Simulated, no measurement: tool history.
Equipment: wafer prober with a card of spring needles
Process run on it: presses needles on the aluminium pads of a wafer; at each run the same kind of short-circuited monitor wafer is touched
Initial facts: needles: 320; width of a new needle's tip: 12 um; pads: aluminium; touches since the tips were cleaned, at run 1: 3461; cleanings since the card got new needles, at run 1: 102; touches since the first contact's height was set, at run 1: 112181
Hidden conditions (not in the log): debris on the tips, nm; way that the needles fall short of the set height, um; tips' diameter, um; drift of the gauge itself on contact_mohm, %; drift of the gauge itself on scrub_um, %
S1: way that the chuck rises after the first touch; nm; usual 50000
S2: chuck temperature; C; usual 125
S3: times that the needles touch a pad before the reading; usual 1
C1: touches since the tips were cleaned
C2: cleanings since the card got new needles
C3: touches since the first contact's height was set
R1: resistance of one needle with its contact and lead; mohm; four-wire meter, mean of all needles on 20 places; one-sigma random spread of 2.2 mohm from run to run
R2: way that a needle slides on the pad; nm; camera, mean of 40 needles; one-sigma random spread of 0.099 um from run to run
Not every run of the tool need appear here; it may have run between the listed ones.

run 1 hour=0 | S1=50000 S2=125 S3=1 | C1=3461 C2=102 C3=112181 | R1=310 R2=13020
-- hour=1.6 tips cleaned on abrasive film
-- hour=9.5 tips cleaned on abrasive film
-- hour=17.3 tips cleaned on abrasive film
-- hour=23.6 tips cleaned on abrasive film
-- hour=29.9 tips cleaned on abrasive film
-- hour=36.2 tips cleaned on abrasive film
-- hour=44 tips cleaned on abrasive film
run 2 hour=49.7 | S1=52000 S2=125 S3=1 | C1=3294 C2=109 C3=140428 | R1=303 R2=13350
-- hour=51.4 tips cleaned on abrasive film
-- hour=57.7 tips cleaned on abrasive film
-- hour=63.9 tips cleaned on abrasive film
-- hour=70.4 height of the first contact set anew
-- hour=72.1 tips cleaned on abrasive film
-- hour=79.9 tips cleaned on abrasive film
-- hour=87.7 tips cleaned on abrasive film
run 3 hour=88.4 | S1=52000 S2=125 S3=1 | C1=401 C2=115 C3=10203 | R1=267 R2=12960
-- hour=94.7 tips cleaned on abrasive film
-- hour=101 tips cleaned on abrasive film
-- hour=107.3 tips cleaned on abrasive film
-- hour=115.1 tips cleaned on abrasive film
-- hour=121.4 tips cleaned on abrasive film
-- hour=127.7 tips cleaned on abrasive film
-- hour=135.5 tips cleaned on abrasive film
-- hour=141.8 tips cleaned on abrasive film
run 4 hour=142 | S1=52000 S2=125 S3=1 | C1=114 C2=123 C3=40616 | R1=260 R2=12780
-- hour=148.3 tips cleaned on abrasive film
-- hour=156.1 tips cleaned on abrasive film
-- hour=162.4 tips cleaned on abrasive film
-- hour=170.3 tips cleaned on abrasive film
-- hour=177.5 tips cleaned on abrasive film
run 5 hour=177.5 | S1=50000 S2=41 S3=1 | C1=0 C2=128 C3=60758 | R1=239 R2=12100
-- hour=185.3 tips cleaned on abrasive film
-- hour=191.6 tips cleaned on abrasive film
-- hour=199.4 tips cleaned on abrasive film
-- hour=205.7 tips cleaned on abrasive film
-- hour=212 tips cleaned on abrasive film
-- hour=219.8 tips cleaned on abrasive film
-- hour=227.7 tips cleaned on abrasive film
run 6 hour=227.9 | S1=50000 S2=99 S3=1 | C1=133 C2=135 C3=89407 | R1=261 R2=11780
-- hour=234.2 tips cleaned on abrasive film
-- hour=242 tips cleaned on abrasive film
-- hour=248.3 tips cleaned on abrasive film
-- hour=256.1 tips cleaned on abrasive film
-- hour=262.4 tips cleaned on abrasive film
-- hour=268.7 tips cleaned on abrasive film
-- hour=276.6 tips cleaned on abrasive film
-- hour=282.8 tips cleaned on abrasive film
-- hour=290.7 tips cleaned on abrasive film
-- hour=297 tips cleaned on abrasive film
run 7 hour=297.5 | S1=50000 S2=99 S3=1 | C1=319 C2=145 C3=128937 | R1=263 R2=11450
-- hour=303.8 tips cleaned on abrasive film
-- hour=310.1 tips cleaned on abrasive film
-- hour=316.4 tips cleaned on abrasive film
-- hour=324.2 tips cleaned on abrasive film
-- hour=332 tips cleaned on abrasive film
-- hour=338.3 tips cleaned on abrasive film
-- hour=338.6 height of the first contact set anew
-- hour=346.5 tips cleaned on abrasive film
run 8 hour=347.3 | S1=50000 S2=99 S3=1 | C1=506 C2=152 C3=4962 | R1=262 R2=13830
-- hour=353.6 tips cleaned on abrasive film
-- hour=361.5 tips cleaned on abrasive film
-- hour=369.3 tips cleaned on abrasive film
-- hour=377.1 tips cleaned on abrasive film
-- hour=383.4 tips cleaned on abrasive film
-- hour=386.8 height of the first contact set anew, once more
-- hour=390 tips cleaned on abrasive film
run 9 hour=394.3 | S1=30000 S2=125 S3=1 | C1=2455 C2=158 C3=4238 | R1=388 R2=8220
-- hour=397.5 tips cleaned on abrasive film
-- hour=403.7 tips cleaned on abrasive film
-- hour=411.6 tips cleaned on abrasive film
-- hour=419.4 tips cleaned on abrasive film
-- hour=425.7 tips cleaned on abrasive film
-- hour=432 tips cleaned on abrasive film
-- hour=439.8 tips cleaned on abrasive film
-- hour=447.7 tips cleaned on abrasive film
-- hour=455.5 tips cleaned on abrasive film
run 10 hour=461.3 | S1=30000 S2=125 S3=1 | C1=3366 C2=167 C3=42360 | R1=413 R2=7940
-- hour=463 tips cleaned on abrasive film
-- hour=470.8 tips cleaned on abrasive film
-- hour=477.1 tips cleaned on abrasive film
-- hour=484.9 tips cleaned on abrasive film
-- hour=491.2 tips cleaned on abrasive film
-- hour=499.1 tips cleaned on abrasive film
-- hour=506.9 tips cleaned on abrasive film
-- hour=514.7 tips cleaned on abrasive film
-- hour=521 tips cleaned on abrasive film
-- hour=527.3 tips cleaned on abrasive film
run 11 hour=529.8 | S1=30000 S2=125 S3=1 | C1=1428 C2=177 C3=81216 | R1=352 R2=7730
-- hour=534.5 tips cleaned on abrasive film
-- hour=540.8 tips cleaned on abrasive film
-- hour=548.6 tips cleaned on abrasive film
-- hour=556.5 tips cleaned on abrasive film
-- hour=562.7 tips cleaned on abrasive film
-- hour=570.6 tips cleaned on abrasive film
-- hour=576.9 tips cleaned on abrasive film
-- hour=583.2 tips cleaned on abrasive film
-- hour=589.4 tips cleaned on abrasive film
-- hour=597.3 tips cleaned on abrasive film
-- hour=603.6 tips cleaned on abrasive film
run 12 hour=605.3 | S1=63000 S2=74 S3=1 | C1=1000 C2=188 C3=124100 | R1=263 R2=16610
-- hour=610 tips cleaned on abrasive film
-- hour=616.3 tips cleaned on abrasive film
-- hour=624.1 tips cleaned on abrasive film
-- hour=632 tips cleaned on abrasive film
-- hour=638.3 tips cleaned on abrasive film
-- hour=644.6 tips cleaned on abrasive film
run 13 hour=648.9 | S1=42000 S2=30 S3=1 | C1=2500 C2=194 C3=148872 | R1=340 R2=10590
-- hour=652.1 tips cleaned on abrasive film
-- hour=655.5 height of the first contact set anew
-- hour=658.7 tips cleaned on abrasive film
-- hour=666.5 tips cleaned on abrasive film
-- hour=672.8 tips cleaned on abrasive film
-- hour=680.6 tips cleaned on abrasive film
run 14 hour=685.6 | S1=42000 S2=30 S3=1 | C1=2837 C2=199 C3=17096 | R1=333 R2=11470
-- hour=687.2 tips cleaned on abrasive film
-- hour=695 tips cleaned on abrasive film
-- hour=701.3 tips cleaned on abrasive film
-- hour=709.2 tips cleaned on abrasive film
-- hour=717 tips cleaned on abrasive film
-- hour=724.8 tips cleaned on abrasive film
-- hour=731.1 tips cleaned on abrasive film
run 15 hour=731.4 | S1=42000 S2=30 S3=1 | C1=166 C2=206 C3=43110 | R1=245 R2=11230
-- hour=737.7 tips cleaned on abrasive film
-- hour=745.5 tips cleaned on abrasive film
-- hour=751.8 tips cleaned on abrasive film
-- hour=759.6 tips cleaned on abrasive film
-- hour=765.9 tips cleaned on abrasive film
-- hour=773.8 tips cleaned on abrasive film
-- hour=781.6 tips cleaned on abrasive film
run 16 hour=782.1 | S1=55000 S2=30 S3=1 | C1=285 C2=213 C3=71911 | R1=242 R2=14660
-- hour=788.4 tips cleaned on abrasive film
-- hour=796.2 tips cleaned on abrasive film
-- hour=804 tips cleaned on abrasive film
-- hour=810.3 tips cleaned on abrasive film
-- hour=818.2 tips cleaned on abrasive film
-- hour=824.5 tips cleaned on abrasive film
-- hour=830.7 tips cleaned on abrasive film
-- hour=838.6 tips cleaned on abrasive film
-- hour=846.4 tips cleaned on abrasive film
-- hour=854.2 tips cleaned on abrasive film
run 17 hour=856.1 | S1=55000 S2=30 S3=1 | C1=1062 C2=223 C3=113966 | R1=266 R2=14210
-- hour=860.8 tips cleaned on abrasive film
-- hour=868.6 tips cleaned on abrasive film
-- hour=874.9 tips cleaned on abrasive film
-- hour=881.2 tips cleaned on abrasive film
-- hour=889.1 tips cleaned on abrasive film
-- hour=896.9 tips cleaned on abrasive film
run 18 hour=897.8 | S1=55000 S2=75 S3=2 | C1=536 C2=229 C3=137668 | R1=255 R2=14220
-- hour=904.1 tips cleaned on abrasive film
-- hour=911.9 tips cleaned on abrasive film
-- hour=919.8 tips cleaned on abrasive film
-- hour=923.2 height of the first contact set anew
-- hour=926.4 tips cleaned on abrasive film
-- hour=934.2 tips cleaned on abrasive film
-- hour=940.5 tips cleaned on abrasive film
-- hour=946.8 tips cleaned on abrasive film
-- hour=953.5 tips cleaned on abrasive film
run 19 hour=953.5 | S1=55000 S2=98 S3=1 | C1=0 C2=237 C3=17172 | R1=251 R2=15220
-- hour=961.3 tips cleaned on abrasive film
-- hour=969.1 tips cleaned on abrasive film
-- hour=975.4 tips cleaned on abrasive film
-- hour=983.3 tips cleaned on abrasive film
-- hour=990.8 tips cleaned on abrasive film
run 20 hour=990.8 | S1=50000 S2=125 S3=1 | C1=0 C2=242 C3=38387 | R1=263 R2=13480

What if the next run were any one of these 5? Each begins from the tool's condition after run 20:
-- hour=998.6 tips cleaned on abrasive film
-- hour=1006.5 tips cleaned on abrasive film
-- hour=1012.7 tips cleaned on abrasive film
-- hour=1019 tips cleaned on abrasive film
-- hour=1026.9 tips cleaned on abrasive film
-- hour=1034.7 tips cleaned on abrasive film
run A hour=1037.8 | S1=50000 S2=29 S3=1 | C1=1794 C2=248 C3=65133 | R1=? R2=?
-- hour=998.6 tips cleaned on abrasive film
-- hour=1006.5 tips cleaned on abrasive film
-- hour=1012.7 tips cleaned on abrasive film
-- hour=1019 tips cleaned on abrasive film
-- hour=1026.9 tips cleaned on abrasive film
-- hour=1034.7 tips cleaned on abrasive film
run B hour=1037.8 | S1=50000 S2=125 S3=2 | C1=1794 C2=248 C3=65133 | R1=? R2=?
-- hour=998.6 tips cleaned on abrasive film
-- hour=1006.5 tips cleaned on abrasive film
-- hour=1012.7 tips cleaned on abrasive film
-- hour=1019 tips cleaned on abrasive film
-- hour=1026.9 tips cleaned on abrasive film
-- hour=1034.7 tips cleaned on abrasive film
run C hour=1037.8 | S1=42000 S2=35 S3=1 | C1=1794 C2=248 C3=65133 | R1=? R2=?
-- hour=998.6 tips cleaned on abrasive film
-- hour=1006.5 tips cleaned on abrasive film
-- hour=1012.7 tips cleaned on abrasive film
-- hour=1019 tips cleaned on abrasive film
-- hour=1026.9 tips cleaned on abrasive film
-- hour=1034.7 tips cleaned on abrasive film
run D hour=1037.8 | S1=32000 S2=72 S3=3 | C1=1794 C2=248 C3=65133 | R1=? R2=?
-- hour=998.6 tips cleaned on abrasive film
-- hour=1006.5 tips cleaned on abrasive film
-- hour=1012.7 tips cleaned on abrasive film
-- hour=1019 tips cleaned on abrasive film
-- hour=1026.9 tips cleaned on abrasive film
-- hour=1034.7 tips cleaned on abrasive film
run E hour=1037.8 | S1=50000 S2=29 S3=3 | C1=1794 C2=248 C3=65133 | R1=? R2=?

run=A R1=280 R2=13350
run=B R1=288 R2=13240
run=C R1=306 R2=11120
run=D R1=294 R2=8450
run=E R1=250 R2=13330
Stripped of hidden state, with their random variation kept, the same runs would have yielded:
run=A R1=222 R2=13780
run=B R1=253 R2=13670
run=C R1=226 R2=11540
run=D R1=241 R2=8880
run=E R1=226 R2=13760

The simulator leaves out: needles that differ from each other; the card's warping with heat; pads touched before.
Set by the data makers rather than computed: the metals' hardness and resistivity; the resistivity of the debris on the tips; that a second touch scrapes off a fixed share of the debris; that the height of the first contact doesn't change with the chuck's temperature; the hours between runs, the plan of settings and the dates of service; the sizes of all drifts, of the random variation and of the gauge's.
